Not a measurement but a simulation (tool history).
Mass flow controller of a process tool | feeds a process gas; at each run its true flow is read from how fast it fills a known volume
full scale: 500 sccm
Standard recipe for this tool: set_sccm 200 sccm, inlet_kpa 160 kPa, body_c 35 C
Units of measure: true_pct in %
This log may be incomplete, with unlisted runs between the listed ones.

run	day	set_sccm	inlet_kpa	body_c	true_pct
1	0.000	200	160	35	97.25
2	3.096	200	160	35	97.33
3	6.492	200	160	35	97.52
4	8.675	64	160	35	96.71
5	10.471	64	160	35	96.81
6	12.325	59	160	35	96.75
7	14.233	59	160	35	96.73
8	16.158	59	160	35	96.75
9	19.017	59	160	35	96.80
10	21.471	200	160	35	97.77
11	24.450	200	160	35	97.95
12	27.625	200	160	35	97.99
13	29.517	200	160	35	98.11
14	33.342	180	160	35	98.01
15	36.988	200	160	35	98.16
16	40.454	200	250	35	98.79
17	44.504	200	250	35	98.87
18	48.796	200	250	35	98.87
19	52.167	200	250	35	99.03
20	54.600	200	250	35	99.04
21	57.412	200	250	35	99.18
22	61.754	194	250	22	99.96
23	64.546	346	193	23	100.68
# day 67.704: gauge calibrated
24	68.375	142	214	35	97.33
25	71.475	251	180	35	97.73
26	74.433	251	180	35	97.89
27	76.271	251	180	35	97.86
28	80.350	426	190	33	99.25
29	82.454	337	158	31	98.73
30	84.742	337	158	31	98.73
31	88.688	260	164	35	98.13
32	92.229	260	164	35	98.35
33	94.896	260	164	35	98.38
34	97.388	115	159	23	98.30
35	100.367	115	159	23	98.28
36	102.729	226	158	24	99.01
37	106.862	112	182	27	98.33
38	110.571	80	214	27	98.42
39	114.433	80	214	27	98.48
40	117.000	200	160	35	98.41
41	119.221	175	217	22	99.54
42	123.604	175	183	22	99.41

How would selected steps in true_pct from run to run divide? Give the signed amount a tool lacking its hidden state would still show from settings, what came in and random variation, and the signed amount left for the hidden state, including any gauge scatter that is not in both of the compared results.
Unlogged tool condition in this case: flow at rest that the sensor doesn't see, % of full scale; true flow over the shown one, %; drift of the gauge itself on true_pct, %.
Run 21 -> 22: set_sccm 200 -> 194, body_c 35 -> 22. true_pct +0.78 %: hidden state +0.11, all else +0.67.
Run 23 -> 24: set_sccm 346 -> 142, inlet_kpa 193 -> 214, body_c 23 -> 35, gauge calibrated. true_pct -3.35 %: hidden state -1.50, all else -1.85.
Run 27 -> 28: set_sccm 251 -> 426, inlet_kpa 180 -> 190, body_c 35 -> 33. true_pct +1.39 %: hidden state +0.10, all else +1.29.
Run 40 -> 41: set_sccm 200 -> 175, inlet_kpa 160 -> 217, body_c 35 -> 22. true_pct +1.13 %: hidden state +0.06, all else +1.07.
Run 41 -> 42: inlet_kpa 217 -> 183. true_pct -0.13 %: hidden state +0.11, all else -0.24.
